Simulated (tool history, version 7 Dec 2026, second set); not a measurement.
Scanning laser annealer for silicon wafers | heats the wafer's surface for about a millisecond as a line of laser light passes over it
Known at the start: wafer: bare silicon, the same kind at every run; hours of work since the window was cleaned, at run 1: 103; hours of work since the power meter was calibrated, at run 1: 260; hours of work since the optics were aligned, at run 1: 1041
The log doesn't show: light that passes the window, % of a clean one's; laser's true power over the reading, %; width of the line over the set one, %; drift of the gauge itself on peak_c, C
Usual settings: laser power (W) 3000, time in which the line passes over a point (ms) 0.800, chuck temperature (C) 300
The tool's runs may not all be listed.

run  hour  laser power (W)  time in which the line passes over a point (ms)  chuck temperature (C)  hours of work since the window was cleaned  hours of work since the power meter was calibrated  hours of work since the optics were aligned  highest temperature of the surface (C)
  1   0.0             3000                                            0.800                    300                                         103                                                 260                                         1041                                    1121
  2   8.0             3000                                            0.800                    300                                         109                                                 266                                         1046                                    1120
  3  15.3             3000                                            0.800                    300                                         114                                                 271                                         1051                                    1123
  4  24.2             3000                                            0.800                    300                                         120                                                 277                                         1057                                    1123
     29.8  -- optics aligned, line set to its width
  5  35.5             3000                                            0.800                    300                                         124                                                 281                                            4                                    1118
  6  42.3             3000                                            0.800                    268                                         129                                                 286                                            9                                    1088
  7  48.2             3000                                            0.800                    268                                         133                                                 290                                           13                                    1083
  8  54.4             3000                                            0.800                    301                                         137                                                 294                                           17                                    1117
     64.6  -- optics aligned, line set to its width, once more
  9  65.1             3000                                            0.800                    301                                         141                                                 298                                            0                                    1124
 10  72.2             3000                                            0.800                    318                                         146                                                 303                                            5                                    1143
 11  78.3             3000                                            0.800                    318                                         150                                                 307                                            9                                    1140
 12  86.6             2614                                            0.680                    300                                         156                                                 313                                           15                                     949
 13  90.9             3000                                            0.713                    300                                         159                                                 316                                           18                                    1080

Forecast each of these 5 alternatives for the next run:
  A  99.5             2641                                            0.800                    309                                         164                                                 322                                           24                                       ?
  B  99.5             2913                                            0.800                    318                                         164                                                 322                                           24                                       ?
  C  99.5             3000                                            0.984                    266                                         164                                                 322                                           24                                       ?
  D  99.5             3198                                            0.577                    300                                         164                                                 322                                           24                                       ?
  E  99.5             2654                                            0.713                    332                                         164                                                 322                                           24                                       ?

run  highest temperature of the surface (C)
  A                                    1015
  B                                    1109
  C                                    1169
  D                                    1066
  E                                    1005
Without the tool's hidden state the same runs would have given:
run  highest temperature of the surface (C)
  A                                    1025
  B                                    1121
  C                                    1183
  D                                    1078
  E                                    1015

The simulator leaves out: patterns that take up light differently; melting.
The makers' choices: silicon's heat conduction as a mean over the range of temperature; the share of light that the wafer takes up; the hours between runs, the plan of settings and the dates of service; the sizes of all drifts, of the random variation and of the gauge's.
